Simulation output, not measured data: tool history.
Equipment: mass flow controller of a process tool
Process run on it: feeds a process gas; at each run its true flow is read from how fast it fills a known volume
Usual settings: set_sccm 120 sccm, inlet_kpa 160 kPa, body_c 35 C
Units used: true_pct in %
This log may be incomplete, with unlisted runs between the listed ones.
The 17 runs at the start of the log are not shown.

run    hour  set_sccm  inlet_kpa  body_c  hours of work since the controller was set to zero  hours of work since the controller was changed  true_pct
 18  1054.8       120        160      23                                                 719                                             719     99.92
 19  1122.1       120        160      23                                                 760                                             760    100.04
 20  1202.1       120        160      35                                                 809                                             809     99.20
 21  1256.7       120        160      35                                                 842                                             842     99.20
 22  1326.7       120        160      35                                                 885                                             885     99.22
 23  1398.8       120        160      35                                                 929                                             929     99.38
 24  1478.6        62        183      35                                                 978                                             978     99.37
 25  1557.6        62        183      35                                                1026                                            1026     99.39
 26  1611.9        62        183      35                                                1059                                            1059     99.32
 27  1656.6        30        276      26                                                1087                                            1087    100.27
 28  1695.2       120        278      28                                                1110                                            1110     99.51
 29  1752.2       116        174      35                                                1145                                            1145     99.14
 30  1798.0       120        188      21                                                1173                                            1173     99.95
 31  1842.3       166        206      35                                                1201                                            1201     99.29
 32  1885.4       120        160      21                                                1227                                            1227    100.00
 33  1971.2       148        160      35                                                1279                                            1279     99.27
 34  2050.8        31        160      37                                                1328                                            1328     99.87
 35  2132.4        41        160      37                                                1378                                            1378     99.71
 36  2187.3        41        169      37                                                1412                                            1412     99.51

Run 37 comes next. What will it give?
 37  2263.1        35        230      29                                                1458                                            1458         ?

Run 37 yielded true_pct 100.27 %.
Take away the tool's hidden state, keep the run-to-run variation as it was, and the same run would have given true_pct 99.38 %.
